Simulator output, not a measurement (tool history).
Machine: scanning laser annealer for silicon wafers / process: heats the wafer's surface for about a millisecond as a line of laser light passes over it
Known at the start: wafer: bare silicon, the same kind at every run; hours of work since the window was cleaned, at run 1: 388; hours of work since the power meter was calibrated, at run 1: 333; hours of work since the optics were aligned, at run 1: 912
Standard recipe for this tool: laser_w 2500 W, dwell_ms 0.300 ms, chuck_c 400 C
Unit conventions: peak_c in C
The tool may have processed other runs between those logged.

| run | hour | laser_w | dwell_ms | chuck_c | hours of work since the window was cleaned | hours of work since the power meter was calibrated | hours of work since the optics were aligned | peak_c |
|---|---|---|---|---|---|---|---|---|
| 1 | 0.0 | 2500 | 0.300 | 400 | 388 | 333 | 912 | 1116 |
| 2 | 19.9 | 2500 | 0.300 | 400 | 398 | 342 | 921 | 1114 |
| 3 | 46.9 | 2500 | 0.300 | 400 | 411 | 355 | 935 | 1109 |
| 4 | 62.5 | 2337 | 0.300 | 400 | 419 | 363 | 942 | 1065 |
| 5 | 80.5 | 2500 | 0.300 | 426 | 427 | 372 | 951 | 1137 |
| 6 | 96.6 | 2500 | 0.300 | 426 | 435 | 379 | 959 | 1134 |
| 7 | 118.5 | 2500 | 0.300 | 400 | 446 | 390 | 969 | 1108 |
| 8 | 144.5 | 2500 | 0.300 | 400 | 458 | 403 | 982 | 1109 |
| 9 | 162.0 | 2500 | 0.350 | 400 | 467 | 411 | 990 | 1159 |
| 10 | 176.0 | 2500 | 0.354 | 400 | 474 | 418 | 997 | 1163 |
| 11 | 188.7 | 2500 | 0.298 | 400 | 480 | 424 | 1003 | 1104 |
| 12 | 203.4 | 2500 | 0.298 | 400 | 487 | 431 | 1010 | 1106 |
| 13 | 222.4 | 2500 | 0.300 | 427 | 496 | 440 | 1019 | 1131 |
| 14 | 239.1 | 2500 | 0.300 | 427 | 504 | 448 | 1028 | 1132 |
| 15 | 266.5 | 2500 | 0.300 | 427 | 517 | 462 | 1041 | 1128 |
|  | 280.3 | window over the wafer cleaned |
| 16 | 285.1 | 2500 | 0.300 | 427 | 2 | 470 | 1049 | 1176 |
| 17 | 310.7 | 2500 | 0.300 | 400 | 15 | 482 | 1061 | 1147 |
| 18 | 328.9 | 2500 | 0.300 | 400 | 24 | 491 | 1070 | 1147 |
| 19 | 351.6 | 2500 | 0.300 | 435 | 35 | 502 | 1081 | 1181 |
| 20 | 365.1 | 2202 | 0.249 | 429 | 41 | 508 | 1088 | 1028 |
| 21 | 384.2 | 2149 | 0.282 | 426 | 50 | 518 | 1097 | 1043 |
| 22 | 406.5 | 2547 | 0.282 | 426 | 61 | 528 | 1108 | 1160 |
| 23 | 432.3 | 2697 | 0.282 | 368 | 74 | 541 | 1120 | 1149 |
| 24 | 444.2 | 2513 | 0.282 | 407 | 79 | 547 | 1126 | 1129 |
| 25 | 464.0 | 2513 | 0.339 | 378 | 89 | 556 | 1135 | 1164 |
| 26 | 476.0 | 2625 | 0.218 | 435 | 95 | 562 | 1141 | 1100 |
| 27 | 496.5 | 2450 | 0.218 | 370 | 105 | 572 | 1151 | 994 |
| 28 | 518.4 | 2179 | 0.218 | 438 | 115 | 583 | 1162 | 987 |
| 29 | 541.6 | 2500 | 0.228 | 426 | 126 | 594 | 1173 | 1072 |
| 30 | 569.4 | 2500 | 0.374 | 426 | 140 | 607 | 1186 | 1239 |
| 31 | 582.4 | 2500 | 0.374 | 426 | 146 | 614 | 1193 | 1242 |
| 32 | 602.6 | 2748 | 0.374 | 430 | 156 | 623 | 1203 | 1333 |
| 33 | 626.8 | 2748 | 0.374 | 430 | 168 | 635 | 1214 | 1327 |
| 34 | 640.8 | 2748 | 0.374 | 430 | 175 | 642 | 1221 | 1329 |
| 35 | 661.8 | 2453 | 0.337 | 365 | 185 | 652 | 1231 | 1120 |
| 36 | 686.8 | 2715 | 0.267 | 400 | 197 | 664 | 1243 | 1152 |

Hidden condition of the tool, last listed run before each entry between runs versus first listed run after:
In the gap between runs 15 and 16: window over the wafer cleaned (hour 280.3)
  light that passes the window, % of a clean one's: 93.85 -> 99.89; laser's true power over the reading, %: -0.04 -> -0.05; width of the line over the set one, %: 2.99 -> 3.01
  what was measured, less what the result would be without the hidden state, peak_c: -63 -> -14 C

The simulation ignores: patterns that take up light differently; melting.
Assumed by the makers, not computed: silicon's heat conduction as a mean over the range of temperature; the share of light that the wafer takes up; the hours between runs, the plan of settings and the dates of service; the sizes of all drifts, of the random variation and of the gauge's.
